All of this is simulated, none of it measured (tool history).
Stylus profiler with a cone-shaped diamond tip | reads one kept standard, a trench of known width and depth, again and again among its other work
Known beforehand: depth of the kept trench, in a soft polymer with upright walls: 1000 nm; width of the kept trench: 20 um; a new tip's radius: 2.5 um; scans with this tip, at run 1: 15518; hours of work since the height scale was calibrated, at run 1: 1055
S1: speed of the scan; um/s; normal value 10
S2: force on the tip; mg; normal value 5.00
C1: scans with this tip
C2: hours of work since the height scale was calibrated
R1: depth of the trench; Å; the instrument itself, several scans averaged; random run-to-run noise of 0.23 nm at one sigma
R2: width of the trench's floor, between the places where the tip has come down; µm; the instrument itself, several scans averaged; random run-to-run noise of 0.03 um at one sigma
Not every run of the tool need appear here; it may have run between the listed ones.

Run 1, hour 0.0: usual settings; C1 15518; C2 1055. Result: R1 10106.5 Å, R2 15.95 µm.
At hour 46.8: new tip fitted, height scale calibrated.
Run 2, hour 111.3: usual settings; C1 555; C2 38. Result: R1 10103.9 Å, R2 15.96 µm.
Run 3, hour 235.8: usual settings; C1 1626; C2 111. Result: R1 10103.8 Å, R2 15.99 µm.
Run 4, hour 319.5: usual settings; C1 2346; C2 159. Result: R1 10101.4 Å, R2 15.91 µm.
Run 5, hour 431.0: usual settings; C1 3304; C2 225. Result: R1 10104.7 Å, R2 15.96 µm.
Run 6, hour 496.0: usual settings; C1 3864; C2 263. Result: R1 10102.5 Å, R2 15.93 µm.
Run 7, hour 605.4: usual settings; C1 4805; C2 327. Result: R1 10101.5 Å, R2 15.93 µm.
Run 8, hour 660.0: usual settings; C1 5274; C2 359. Result: R1 10105.7 Å, R2 15.97 µm.
Run 9, hour 767.4: usual settings; C1 6198; C2 421. Result: R1 10101.1 Å, R2 15.98 µm.
Run 10, hour 851.9: usual settings; C1 6925; C2 471. Result: R1 10101.3 Å, R2 16.00 µm.
Run 11, hour 919.0: usual settings; C1 7502; C2 510. Result: R1 10104.1 Å, R2 15.92 µm.
Run 12, hour 1019.7: usual settings but S1 2 um/s, S2 4.01 mg; C1 8368; C2 569. Result: R1 10088.4 Å, R2 15.94 µm.
Run 13, hour 1089.5: usual settings but S1 6 um/s, S2 2.47 mg; C1 8969; C2 610. Result: R1 10064.3 Å, R2 15.91 µm.
Run 14, hour 1161.6: usual settings but S1 6 um/s, S2 2.87 mg; C1 9589; C2 652. Result: R1 10073.1 Å, R2 16.01 µm.
Run 15, hour 1223.5: usual settings but S1 6 um/s, S2 2.87 mg; C1 10121; C2 688. Result: R1 10072.3 Å, R2 15.99 µm.
Run 16, hour 1316.5: usual settings but S1 6 um/s, S2 2.87 mg; C1 10921; C2 742. Result: R1 10070.3 Å, R2 16.00 µm.
Run 17, hour 1415.3: usual settings but S1 6 um/s, S2 2.87 mg; C1 11771; C2 800. Result: R1 10067.6 Å, R2 15.99 µm.
Run 18, hour 1524.8: usual settings but S1 14 um/s, S2 5.33 mg; C1 12713; C2 864. Result: R1 10106.4 Å, R2 15.94 µm.
Run 19, hour 1602.6: usual settings but S1 6 um/s, S2 2.77 mg; C1 13382; C2 910. Result: R1 10071.5 Å, R2 15.92 µm.

Branching from run 19: 3 alternative next runs. What would each branch give?
Run A, hour 1695.5: usual settings but S1 6 um/s, S2 2.57 mg; C1 14181; C2 964. Result: R1 ?, R2 ?.
Run B, hour 1695.5: usual settings but S1 22 um/s, S2 8.56 mg; C1 14181; C2 964. Result: R1 ?, R2 ?.
Run C, hour 1695.5: usual settings but S1 21 um/s, S2 5.32 mg; C1 14181; C2 964. Result: R1 ?, R2 ?.

run       R1     R2
  A  10066.4  15.96
  B  10150.8  15.89
  C  10107.6  15.87
With the hidden condition removed and each run's random variation left untouched, the same runs would have given:
run       R1     R2
  A  10066.4  15.97
  B  10150.7  15.90
  C  10107.5  15.88
